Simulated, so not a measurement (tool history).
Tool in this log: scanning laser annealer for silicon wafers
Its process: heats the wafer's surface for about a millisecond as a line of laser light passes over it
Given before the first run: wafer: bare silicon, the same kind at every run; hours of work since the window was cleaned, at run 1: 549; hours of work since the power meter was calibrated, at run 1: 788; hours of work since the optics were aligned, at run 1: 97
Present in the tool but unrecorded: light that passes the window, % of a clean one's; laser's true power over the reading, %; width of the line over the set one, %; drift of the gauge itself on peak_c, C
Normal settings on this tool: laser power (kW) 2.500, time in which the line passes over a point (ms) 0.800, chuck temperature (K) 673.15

run	hour	laser power (kW)	time in which the line passes over a point (ms)	chuck temperature (K)	hours of work since the window was cleaned	hours of work since the power meter was calibrated	hours of work since the optics were aligned	highest temperature of the surface (K)
1	0.0	2.500	0.800	673.15	549	788	97	1435.15
2	26.5	2.500	0.800	673.15	564	803	112	1430.15
3	71.8	2.500	0.800	673.15	590	829	138	1430.15
4	123.0	2.500	0.653	673.15	619	858	167	1348.15
5	150.9	2.500	0.653	673.15	635	874	183	1348.15
6	192.0	2.500	0.653	673.15	658	897	207	1347.15
# hour 230.7: window over the wafer cleaned
7	243.2	2.500	0.653	673.15	7	925	235	1349.15
8	292.1	2.507	0.773	649.15	35	953	262	1398.15
9	334.3	2.507	0.773	649.15	59	977	286	1395.15
10	362.9	2.507	0.773	649.15	75	993	303	1397.15
11	415.6	2.507	0.773	649.15	105	1023	333	1397.15
12	454.3	2.507	0.773	649.15	127	1045	355	1396.15
13	513.2	2.507	0.773	649.15	161	1079	388	1394.15
14	563.8	2.143	0.821	636.15	190	1107	417	1288.15

Hidden state at the last listed run before each entry between runs and at the first one after, where it differs:
Between runs 6 and 7: window over the wafer cleaned (hour 230.7)
  light that passes the window, % of a clean one's: 99.9 -> 100
